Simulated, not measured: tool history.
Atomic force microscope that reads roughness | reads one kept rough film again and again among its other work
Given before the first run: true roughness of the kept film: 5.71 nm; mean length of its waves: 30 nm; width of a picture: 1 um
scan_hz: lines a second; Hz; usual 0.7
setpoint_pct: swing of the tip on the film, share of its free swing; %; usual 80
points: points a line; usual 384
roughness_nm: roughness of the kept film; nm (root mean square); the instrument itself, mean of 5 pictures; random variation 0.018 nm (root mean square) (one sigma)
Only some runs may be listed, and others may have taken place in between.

run,day,scan_hz,setpoint_pct,points,roughness_nm
1,0,0.7,80,384,4.485
2,0.325,0.7,80,384,4.486
3,0.804,0.7,80,641,4.498
4,1.346,0.7,80,505,4.492
5,1.679,0.7,80,505,4.486
6,2.162,0.7,80,505,4.476
7,2.496,0.7,80,505,4.504
8,3.108,0.7,80,505,4.493
9,3.55,0.7,80,384,4.479
10,3.9,0.7,80,567,4.514
11,4.338,0.7,80,567,4.509
12,4.962,0.7,80,567,4.521
13,5.638,1.333,86,619,4.088
14,6.196,2.352,86,384,3.605
15,6.808,0.889,81,263,4.352
16,7.162,0.889,81,263,4.322
17,7.746,0.889,81,263,4.389

Missing from the log above: 1 entry noted between runs. For each, name the pair of listed runs it sits between and say how the tool's hidden condition differs from the listed run just before to the listed run just after:
In the gap between runs 10 and 11: new tip fitted (day 4.062)
  radius of the tip, nm: 7.1 -> 7
